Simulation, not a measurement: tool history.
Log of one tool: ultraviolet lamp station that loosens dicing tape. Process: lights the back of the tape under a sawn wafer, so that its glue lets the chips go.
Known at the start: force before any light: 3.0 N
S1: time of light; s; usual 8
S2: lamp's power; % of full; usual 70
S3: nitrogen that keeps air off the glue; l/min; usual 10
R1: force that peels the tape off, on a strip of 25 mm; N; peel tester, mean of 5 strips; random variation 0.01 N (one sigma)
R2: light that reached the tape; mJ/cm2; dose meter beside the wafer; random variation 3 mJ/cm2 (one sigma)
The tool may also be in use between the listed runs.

{"run": 1, "hour": 0.0, "S1": 8, "S2": 70, "S3": 10, "R1": 0.905, "R2": 274}
{"run": 2, "hour": 61.0, "S1": 14, "S2": 70, "S3": 10, "R1": 0.4, "R2": 477}
{"run": 3, "hour": 98.7, "S1": 8, "S2": 70, "S3": 5, "R1": 1.25, "R2": 268}
{"hour": 137.2, "done": "lamp changed"}
{"run": 4, "hour": 167.8, "S1": 8, "S2": 70, "S3": 5, "R1": 0.806, "R2": 407}
{"run": 5, "hour": 248.4, "S1": 8, "S2": 74, "S3": 10, "R1": 0.511, "R2": 421}
{"run": 6, "hour": 312.1, "S1": 8, "S2": 73, "S3": 10, "R1": 0.54, "R2": 409}
{"run": 7, "hour": 382.3, "S1": 8, "S2": 70, "S3": 10, "R1": 0.588, "R2": 382}
{"run": 8, "hour": 424.2, "S1": 8, "S2": 70, "S3": 10, "R1": 0.6, "R2": 383}
{"run": 9, "hour": 465.0, "S1": 8, "S2": 70, "S3": 10, "R1": 0.61, "R2": 379}
{"run": 10, "hour": 548.7, "S1": 4, "S2": 70, "S3": 10, "R1": 1.331, "R2": 184}
{"run": 11, "hour": 616.0, "S1": 4, "S2": 70, "S3": 10, "R1": 1.349, "R2": 183}
{"run": 12, "hour": 706.5, "S1": 4, "S2": 70, "S3": 10, "R1": 1.385, "R2": 176}
{"run": 13, "hour": 766.4, "S1": 14, "S2": 70, "S3": 10, "R1": 0.268, "R2": 602}
{"hour": 771.6, "done": "window cleaned of glue's vapour"}
{"run": 14, "hour": 819.1, "S1": 8, "S2": 70, "S3": 10, "R1": 0.749, "R2": 331}
{"run": 15, "hour": 896.8, "S1": 5, "S2": 70, "S3": 10, "R1": 1.205, "R2": 205}
{"run": 16, "hour": 970.9, "S1": 6, "S2": 70, "S3": 10, "R1": 1.071, "R2": 243}
{"run": 17, "hour": 1062.8, "S1": 7, "S2": 70, "S3": 10, "R1": 0.91, "R2": 273}
{"run": 18, "hour": 1153.3, "S1": 8, "S2": 70, "S3": 10, "R1": 0.804, "R2": 305}
{"run": 19, "hour": 1227.7, "S1": 8, "S2": 70, "S3": 10, "R1": 0.824, "R2": 295}
{"hour": 1310.7, "done": "window cleaned of glue's vapour, once more"}
{"run": 20, "hour": 1321.7, "S1": 8, "S2": 70, "S3": 10, "R1": 0.676, "R2": 357}
{"run": 21, "hour": 1399.8, "S1": 8, "S2": 70, "S3": 10, "R1": 0.675, "R2": 344}
{"run": 22, "hour": 1472.8, "S1": 14, "S2": 70, "S3": 5, "R1": 0.448, "R2": 593}
{"run": 23, "hour": 1556.4, "S1": 14, "S2": 77, "S3": 16, "R1": 0.155, "R2": 634}
{"run": 24, "hour": 1623.7, "S1": 8, "S2": 91, "S3": 19, "R1": 0.327, "R2": 426}
{"run": 25, "hour": 1714.7, "S1": 8, "S2": 91, "S3": 19, "R1": 0.334, "R2": 417}
{"run": 26, "hour": 1768.0, "S1": 6, "S2": 86, "S3": 10, "R1": 0.866, "R2": 287}
{"run": 27, "hour": 1836.2, "S1": 5, "S2": 70, "S3": 10, "R1": 1.311, "R2": 189}
{"run": 28, "hour": 1922.9, "S1": 8, "S2": 98, "S3": 11, "R1": 0.464, "R2": 421}
{"run": 29, "hour": 1988.5, "S1": 8, "S2": 82, "S3": 18, "R1": 0.49, "R2": 349}
{"run": 30, "hour": 2032.9, "S1": 15, "S2": 92, "S3": 3, "R1": 0.496, "R2": 712}
{"run": 31, "hour": 2116.6, "S1": 13, "S2": 92, "S3": 10, "R1": 0.271, "R2": 601}
{"run": 32, "hour": 2166.0, "S1": 13, "S2": 67, "S3": 10, "R1": 0.494, "R2": 434}
{"run": 33, "hour": 2252.3, "S1": 13, "S2": 67, "S3": 11, "R1": 0.46, "R2": 417}
{"run": 34, "hour": 2317.3, "S1": 5, "S2": 67, "S3": 13, "R1": 1.394, "R2": 159}
{"hour": 2389.1, "done": "lamp changed"}
{"run": 35, "hour": 2401.3, "S1": 5, "S2": 67, "S3": 13, "R1": 0.971, "R2": 238}
{"run": 36, "hour": 2469.3, "S1": 5, "S2": 82, "S3": 17, "R1": 0.688, "R2": 282}
{"run": 37, "hour": 2560.4, "S1": 5, "S2": 82, "S3": 17, "R1": 0.723, "R2": 278}
{"run": 38, "hour": 2653.7, "S1": 5, "S2": 69, "S3": 8, "R1": 1.181, "R2": 227}
{"run": 39, "hour": 2740.7, "S1": 5, "S2": 69, "S3": 8, "R1": 1.222, "R2": 223}
{"run": 40, "hour": 2792.4, "S1": 4, "S2": 84, "S3": 12, "R1": 1.106, "R2": 220}
{"run": 41, "hour": 2865.7, "S1": 4, "S2": 84, "S3": 12, "R1": 1.097, "R2": 209}
{"run": 42, "hour": 2956.4, "S1": 7, "S2": 91, "S3": 6, "R1": 0.776, "R2": 389}

4 ways to go on from here, each from the tool as it stands after run 42. What would each give?
{"hour": 2970.3, "done": "window cleaned of glue's vapour"}
{"run": "A", "hour": 3010.5, "S1": 6, "S2": 70, "S3": 12, "R1": "?", "R2": "?"}
{"hour": 2970.3, "done": "window cleaned of glue's vapour"}
{"run": "B", "hour": 3010.5, "S1": 7, "S2": 77, "S3": 4, "R1": "?", "R2": "?"}
{"hour": 2970.3, "done": "window cleaned of glue's vapour"}
{"run": "C", "hour": 3010.5, "S1": 12, "S2": 91, "S3": 6, "R1": "?", "R2": "?"}
{"hour": 2970.3, "done": "window cleaned of glue's vapour"}
{"run": "D", "hour": 3010.5, "S1": 12, "S2": 91, "S3": 6, "R1": "?", "R2": "?"}

run=A R1=0.762 R2=294
run=B R1=0.971 R2=376
run=C R1=0.249 R2=768
run=D R1=0.245 R2=756
Without the tool's hidden state the same runs would have given:
run=A R1=0.640 R2=334
run=B R1=0.839 R2=427
run=C R1=0.195 R2=872
run=D R1=0.190 R2=858
